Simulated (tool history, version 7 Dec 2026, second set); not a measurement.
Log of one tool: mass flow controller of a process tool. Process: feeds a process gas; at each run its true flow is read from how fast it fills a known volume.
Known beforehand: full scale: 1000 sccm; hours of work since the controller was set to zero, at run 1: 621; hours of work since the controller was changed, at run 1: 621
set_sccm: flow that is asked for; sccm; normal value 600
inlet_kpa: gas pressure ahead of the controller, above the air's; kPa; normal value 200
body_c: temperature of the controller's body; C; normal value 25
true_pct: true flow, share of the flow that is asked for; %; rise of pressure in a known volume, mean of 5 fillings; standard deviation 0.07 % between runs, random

run	day	set_sccm	inlet_kpa	body_c	hours of work since the controller was set to zero	hours of work since the controller was changed	true_pct
1	0.000	600	200	25	621	621	98.70
2	13.150	600	200	25	771	771	98.62
3	22.012	600	200	25	873	873	98.51
4	30.988	511	200	25	976	976	98.32
5	46.138	511	200	25	1150	1150	98.09
6	55.012	600	144	25	1251	1251	98.64
7	65.350	600	144	25	1370	1370	98.50
8	72.821	600	144	25	1456	1456	98.39
9	87.621	600	144	25	1625	1625	98.27
10	96.467	600	200	37	1727	1727	98.37
11	111.338	600	200	37	1897	1897	98.23
12	126.796	132	200	25	2075	2075	94.54
13	133.975	132	200	25	2157	2157	94.41
14	147.500	132	142	25	2312	2312	94.13
15	154.908	132	142	25	2397	2397	94.15
# day 156.100: controller's zero set anew
16	163.867	132	169	25	89	2499	92.89
17	176.021	132	169	25	228	2639	92.68
# day 184.729: controller's zero set anew, once more
18	184.729	132	169	25	0	2738	97.16
19	194.933	132	169	25	117	2855	97.16
20	206.362	937	194	25	248	2986	98.77
21	216.654	937	194	25	366	3104	98.63
22	230.600	246	196	35	526	3264	97.08
23	240.196	246	196	35	636	3374	96.91
24	248.158	246	196	35	727	3466	96.91
25	259.071	246	196	35	852	3591	96.63
26	270.279	600	146	24	981	3719	97.54
27	278.546	600	146	24	1076	3814	97.49
28	288.125	329	200	31	1186	3924	96.60
29	298.258	258	200	31	1302	4040	96.15
30	304.533	258	200	31	1374	4112	96.07

For each run, the measured value with the value that run would have given without the tool's hidden condition subtracted. The run-to-run variation is shared by both, the gauge scatter possibly not:
Hidden state at play: flow at rest that the sensor doesn't see, % of full scale; true flow over the shown one, %; drift of the gauge itself on true_pct, %.
run	true_pct
1	-0.43
2	-0.55
3	-0.62
4	-0.74
5	-0.88
6	-0.88
7	-0.97
8	-1.04
9	-1.16
10	-1.23
11	-1.35
12	-3.78
13	-3.93
14	-4.21
15	-4.36
16	-5.52
17	-5.79
18	-1.15
19	-1.37
20	-1.26
21	-1.33
22	-1.73
23	-1.86
24	-1.96
25	-2.12
26	-1.81
27	-1.88
28	-2.27
29	-2.60
30	-2.69
